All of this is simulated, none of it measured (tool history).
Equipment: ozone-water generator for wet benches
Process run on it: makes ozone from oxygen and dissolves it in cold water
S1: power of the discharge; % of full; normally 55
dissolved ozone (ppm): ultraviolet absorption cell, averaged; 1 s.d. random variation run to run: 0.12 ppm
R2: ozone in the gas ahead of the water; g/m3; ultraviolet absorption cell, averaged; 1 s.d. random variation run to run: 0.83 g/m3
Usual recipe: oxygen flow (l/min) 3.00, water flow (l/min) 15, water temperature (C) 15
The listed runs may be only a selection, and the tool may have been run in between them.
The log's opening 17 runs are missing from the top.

run 18 hour=405.4 | S1=55 oxygen_flow_(l/min)=3.00 water_flow_(l/min)=20 water_temperature_(C)=10 | dissolved_ozone_(ppm)=9.1 R2=128.4
run 19 hour=433.3 | S1=55 oxygen_flow_(l/min)=3.00 water_flow_(l/min)=9 water_temperature_(C)=8 | dissolved_ozone_(ppm)=18.1 R2=127.5
run 20 hour=463.5 | S1=45 oxygen_flow_(l/min)=3.00 water_flow_(l/min)=19 water_temperature_(C)=8 | dissolved_ozone_(ppm)=8.3 R2=110.4
-- hour=474.5 water thermometer calibrated, once more
run 21 hour=494.3 | S1=45 oxygen_flow_(l/min)=3.00 water_flow_(l/min)=19 water_temperature_(C)=8 | dissolved_ozone_(ppm)=8.5 R2=110.2
run 22 hour=520.1 | S1=43 oxygen_flow_(l/min)=3.00 water_flow_(l/min)=20 water_temperature_(C)=11 | dissolved_ozone_(ppm)=7.6 R2=107.6
run 23 hour=551.4 | S1=99 oxygen_flow_(l/min)=3.00 water_flow_(l/min)=20 water_temperature_(C)=11 | dissolved_ozone_(ppm)=13.8 R2=198.0
run 24 hour=569.9 | S1=59 oxygen_flow_(l/min)=3.48 water_flow_(l/min)=20 water_temperature_(C)=7 | dissolved_ozone_(ppm)=10.2 R2=123.9
run 25 hour=586.9 | S1=61 oxygen_flow_(l/min)=4.26 water_flow_(l/min)=15 water_temperature_(C)=15 | dissolved_ozone_(ppm)=12.2 R2=114.8
run 26 hour=602.5 | S1=55 oxygen_flow_(l/min)=3.41 water_flow_(l/min)=11 water_temperature_(C)=15 | dissolved_ozone_(ppm)=14.1 R2=119.6
run 27 hour=627.5 | S1=87 oxygen_flow_(l/min)=2.80 water_flow_(l/min)=15 water_temperature_(C)=15 | dissolved_ozone_(ppm)=15.0 R2=185.6
run 28 hour=644.8 | S1=55 oxygen_flow_(l/min)=3.00 water_flow_(l/min)=17 water_temperature_(C)=9 | dissolved_ozone_(ppm)=10.4 R2=127.6
run 29 hour=664.8 | S1=55 oxygen_flow_(l/min)=2.22 water_flow_(l/min)=15 water_temperature_(C)=7 | dissolved_ozone_(ppm)=11.4 R2=149.0
run 30 hour=689.2 | S1=55 oxygen_flow_(l/min)=2.22 water_flow_(l/min)=13 water_temperature_(C)=23 | dissolved_ozone_(ppm)=10.6 R2=149.4
run 31 hour=709.7 | S1=55 oxygen_flow_(l/min)=2.22 water_flow_(l/min)=13 water_temperature_(C)=23 | dissolved_ozone_(ppm)=10.7 R2=147.9
run 32 hour=743.0 | S1=53 oxygen_flow_(l/min)=4.41 water_flow_(l/min)=10 water_temperature_(C)=14 | dissolved_ozone_(ppm)=14.4 R2=101.3

What if the next run were any one of these 3? Each begins from the tool's condition after run 32:
run A hour=763.3 | S1=99 oxygen_flow_(l/min)=3.00 water_flow_(l/min)=15 water_temperature_(C)=15 | dissolved_ozone_(ppm)=? R2=?
run B hour=763.3 | S1=77 oxygen_flow_(l/min)=1.91 water_flow_(l/min)=12 water_temperature_(C)=15 | dissolved_ozone_(ppm)=? R2=?
run C hour=763.3 | S1=55 oxygen_flow_(l/min)=3.00 water_flow_(l/min)=15 water_temperature_(C)=18 | dissolved_ozone_(ppm)=? R2=?

run=A dissolved_ozone_(ppm)=16.8 R2=197.5
run=B dissolved_ozone_(ppm)=16.0 R2=206.2
run=C dissolved_ozone_(ppm)=10.4 R2=127.2
What these runs would have given with no unlogged condition in the tool:
run=A dissolved_ozone_(ppm)=18.5 R2=207.8
run=B dissolved_ozone_(ppm)=17.4 R2=215.3
run=C dissolved_ozone_(ppm)=11.3 R2=131.5
